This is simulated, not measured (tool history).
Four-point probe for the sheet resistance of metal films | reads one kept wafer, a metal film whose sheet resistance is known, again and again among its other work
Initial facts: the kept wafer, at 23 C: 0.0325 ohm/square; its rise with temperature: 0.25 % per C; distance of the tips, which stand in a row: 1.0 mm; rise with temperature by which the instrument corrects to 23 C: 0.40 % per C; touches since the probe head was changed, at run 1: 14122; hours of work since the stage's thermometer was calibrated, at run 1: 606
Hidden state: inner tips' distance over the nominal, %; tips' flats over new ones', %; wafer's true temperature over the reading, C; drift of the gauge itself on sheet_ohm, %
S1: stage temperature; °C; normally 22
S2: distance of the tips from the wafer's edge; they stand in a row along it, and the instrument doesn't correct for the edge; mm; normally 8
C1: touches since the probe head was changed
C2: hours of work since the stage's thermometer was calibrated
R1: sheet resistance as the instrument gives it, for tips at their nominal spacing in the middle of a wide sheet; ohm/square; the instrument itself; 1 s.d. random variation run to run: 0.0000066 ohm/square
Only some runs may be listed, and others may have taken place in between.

{"run": 1, "hour": 0.0, "S1": 22, "S2": 8, "C1": 14122, "C2": 606, "R1": 0.032567}
{"run": 2, "hour": 79.1, "S1": 22, "S2": 8, "C1": 18294, "C2": 667, "R1": 0.032572}
{"run": 3, "hour": 126.0, "S1": 22, "S2": 3, "C1": 20771, "C2": 702, "R1": 0.034097}
{"run": 4, "hour": 191.9, "S1": 22, "S2": 3, "C1": 24249, "C2": 752, "R1": 0.0341}
{"run": 5, "hour": 239.4, "S1": 22, "S2": 54, "C1": 26756, "C2": 789, "R1": 0.032293}
{"run": 6, "hour": 314.0, "S1": 22, "S2": 16, "C1": 30691, "C2": 845, "R1": 0.032348}
{"run": 7, "hour": 350.4, "S1": 22, "S2": 16, "C1": 32612, "C2": 873, "R1": 0.032344}
{"run": 8, "hour": 424.6, "S1": 22, "S2": 16, "C1": 36529, "C2": 930, "R1": 0.032344}
{"run": 9, "hour": 483.4, "S1": 22, "S2": 16, "C1": 39630, "C2": 974, "R1": 0.032321}
{"hour": 490.9, "done": "stage's thermometer calibrated"}
{"run": 10, "hour": 542.3, "S1": 22, "S2": 16, "C1": 42713, "C2": 39, "R1": 0.032315}
{"run": 11, "hour": 601.7, "S1": 24, "S2": 20, "C1": 45846, "C2": 84, "R1": 0.032184}

Predict the results of run 12:
{"run": 12, "hour": 679.9, "S1": 31, "S2": 9, "C1": 49973, "C2": 144, "R1": "?"}

Logged for run 12: R1 0.032042 ohm/square.
Take away the tool's hidden state, keep the run-to-run variation as it was, and the same run would have given R1 0.032351 ohm/square.
